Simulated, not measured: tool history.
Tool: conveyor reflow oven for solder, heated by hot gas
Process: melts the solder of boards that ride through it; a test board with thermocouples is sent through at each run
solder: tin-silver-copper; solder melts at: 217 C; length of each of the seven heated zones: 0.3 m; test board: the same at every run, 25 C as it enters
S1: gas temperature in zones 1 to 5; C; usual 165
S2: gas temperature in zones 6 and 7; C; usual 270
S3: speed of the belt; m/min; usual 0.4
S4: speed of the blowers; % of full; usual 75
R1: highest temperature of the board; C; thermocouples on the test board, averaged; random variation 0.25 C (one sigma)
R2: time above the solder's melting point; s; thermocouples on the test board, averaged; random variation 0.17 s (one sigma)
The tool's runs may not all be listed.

run	hour	S1	S2	S3	S4	R1	R2
1	0	165	270	0.4	75	255.2	67.3
2	12.9	165	261	0.4	75	246.8	60.6
3	21.9	165	261	0.4	75	247	60.2
4	29.7	165	261	0.4	75	247	60.6
5	36.8	165	270	0.4	75	254.5	67.4
6	44	165	270	0.4	75	255.2	67.3
7	50.6	165	270	0.4	75	254.4	66.7
# hour 55.4: belt drive overhauled, speed set with a stopwatch
8	65.6	165	270	0.4	75	254.8	67.2
9	79	165	270	0.4	75	255	67.4
10	88.3	165	270	0.4	75	254.8	67.2
11	96.3	165	285	0.4	64	267	74.5
12	103.9	179	270	0.4	85	258	75.1
# hour 113.4: belt drive overhauled, speed set with a stopwatch, once more
13	114.1	156	266	0.478	79	244.3	43.6
14	124.9	167	271	0.463	55	247.5	50.2
15	134.8	158	274	0.375	70	258.5	72.4
16	145.7	173	270	0.452	62	249.5	56.8

The same runs without the tool's hidden state, with the same run-to-run variation:
The hidden state here: heat that the gas passes to the board, % of a clean oven's; belt's true speed, % of the reading; true gas temperature in zones 6 and 7 over the reading, C; drift of the gauge itself on peak_c, C; drift of the gauge itself on liquid_s, %.
run	R1	R2
1	258.6	70.2
2	250.1	64.3
3	250.3	64
4	250.3	64.4
5	258	70.5
6	258.7	70.4
7	257.9	69.8
8	258.4	70.4
9	258.6	70.6
10	258.4	70.4
11	270.8	76.9
12	261.4	77.5
13	248.8	48.2
14	251.4	54.1
15	262.4	75.6
16	253.4	60.3
